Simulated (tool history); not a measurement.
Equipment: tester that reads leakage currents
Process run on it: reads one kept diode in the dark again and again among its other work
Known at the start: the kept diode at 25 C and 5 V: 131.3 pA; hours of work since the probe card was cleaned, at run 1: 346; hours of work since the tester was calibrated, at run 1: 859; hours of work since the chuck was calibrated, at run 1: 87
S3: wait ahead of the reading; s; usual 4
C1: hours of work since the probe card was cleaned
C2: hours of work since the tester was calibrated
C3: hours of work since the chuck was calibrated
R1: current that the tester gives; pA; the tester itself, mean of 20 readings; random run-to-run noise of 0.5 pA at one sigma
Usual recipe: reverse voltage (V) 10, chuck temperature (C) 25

{"run": 1, "hour": 0.0, "reverse voltage (V)": 10, "chuck temperature (C)": 25, "S3": 4, "C1": 346, "C2": 859, "C3": 87, "R1": 164.67}
{"run": 2, "hour": 33.3, "reverse voltage (V)": 10, "chuck temperature (C)": 39, "S3": 4, "C1": 370, "C2": 883, "C3": 111, "R1": 479.7}
{"run": 3, "hour": 47.6, "reverse voltage (V)": 10, "chuck temperature (C)": 39, "S3": 4, "C1": 380, "C2": 893, "C3": 121, "R1": 478.31}
{"run": 4, "hour": 63.6, "reverse voltage (V)": 10, "chuck temperature (C)": 39, "S3": 4, "C1": 392, "C2": 905, "C3": 133, "R1": 476.11}
{"run": 5, "hour": 89.9, "reverse voltage (V)": 10, "chuck temperature (C)": 53, "S3": 4, "C1": 411, "C2": 923, "C3": 152, "R1": 1290.17}
{"run": 6, "hour": 119.5, "reverse voltage (V)": 10, "chuck temperature (C)": 25, "S3": 4, "C1": 432, "C2": 945, "C3": 173, "R1": 161.48}
{"run": 7, "hour": 139.9, "reverse voltage (V)": 10, "chuck temperature (C)": 42, "S3": 4, "C1": 447, "C2": 960, "C3": 188, "R1": 588.95}
{"run": 8, "hour": 156.7, "reverse voltage (V)": 10, "chuck temperature (C)": 25, "S3": 4, "C1": 459, "C2": 972, "C3": 200, "R1": 160.57}
{"run": 9, "hour": 172.7, "reverse voltage (V)": 10, "chuck temperature (C)": 25, "S3": 4, "C1": 471, "C2": 983, "C3": 212, "R1": 160.32}
{"run": 10, "hour": 188.8, "reverse voltage (V)": 10, "chuck temperature (C)": 25, "S3": 4, "C1": 482, "C2": 995, "C3": 223, "R1": 160.04}
{"run": 11, "hour": 213.7, "reverse voltage (V)": 10, "chuck temperature (C)": 25, "S3": 4, "C1": 500, "C2": 1013, "C3": 241, "R1": 159.44}
{"run": 12, "hour": 247.0, "reverse voltage (V)": 10, "chuck temperature (C)": 25, "S3": 4, "C1": 524, "C2": 1037, "C3": 265, "R1": 158.65}
{"run": 13, "hour": 277.9, "reverse voltage (V)": 1.4, "chuck temperature (C)": 25, "S3": 4, "C1": 547, "C2": 1059, "C3": 288, "R1": 81.57}
{"hour": 281.5, "done": "chuck's temperature calibrated"}
{"run": 14, "hour": 315.0, "reverse voltage (V)": 10, "chuck temperature (C)": 22, "S3": 0.52, "C1": 572, "C2": 1085, "C3": 24, "R1": 122.61}
{"run": 15, "hour": 342.7, "reverse voltage (V)": 18, "chuck temperature (C)": 60, "S3": 4, "C1": 592, "C2": 1104, "C3": 44, "R1": 2322.6}
{"run": 16, "hour": 373.3, "reverse voltage (V)": 1.4, "chuck temperature (C)": 25, "S3": 4, "C1": 614, "C2": 1127, "C3": 66, "R1": 77.07}
{"run": 17, "hour": 403.3, "reverse voltage (V)": 1.4, "chuck temperature (C)": 25, "S3": 4, "C1": 636, "C2": 1148, "C3": 88, "R1": 75.99}
{"run": 18, "hour": 436.9, "reverse voltage (V)": 7.5, "chuck temperature (C)": 43, "S3": 4, "C1": 660, "C2": 1173, "C3": 112, "R1": 526.75}
{"hour": 459.1, "done": "chuck's temperature calibrated, once more"}
{"run": 19, "hour": 461.9, "reverse voltage (V)": 7.5, "chuck temperature (C)": 43, "S3": 4, "C1": 676, "C2": 1189, "C3": 2, "R1": 605.12}

Forecast each of these 4 alternatives for the next run:
{"run": "A", "hour": 483.5, "reverse voltage (V)": 2.7, "chuck temperature (C)": 22, "S3": 4, "C1": 692, "C2": 1205, "C3": 18, "R1": "?"}
{"run": "B", "hour": 483.5, "reverse voltage (V)": 9, "chuck temperature (C)": 25, "S3": 4, "C1": 692, "C2": 1205, "C3": 18, "R1": "?"}
{"run": "C", "hour": 483.5, "reverse voltage (V)": 12.8, "chuck temperature (C)": 57, "S3": 4, "C1": 692, "C2": 1205, "C3": 18, "R1": "?"}
{"run": "D", "hour": 483.5, "reverse voltage (V)": 3.1, "chuck temperature (C)": 54, "S3": 4, "C1": 692, "C2": 1205, "C3": 18, "R1": "?"}

run=A R1=85.85
run=B R1=165.36
run=C R1=1877.79
run=D R1=980.14
The same runs, with their run-to-run variation unchanged, on a tool lacking any hidden condition would have given:
run=A R1=84.19
run=B R1=158.94
run=C R1=1875.39
run=D R1=982.03
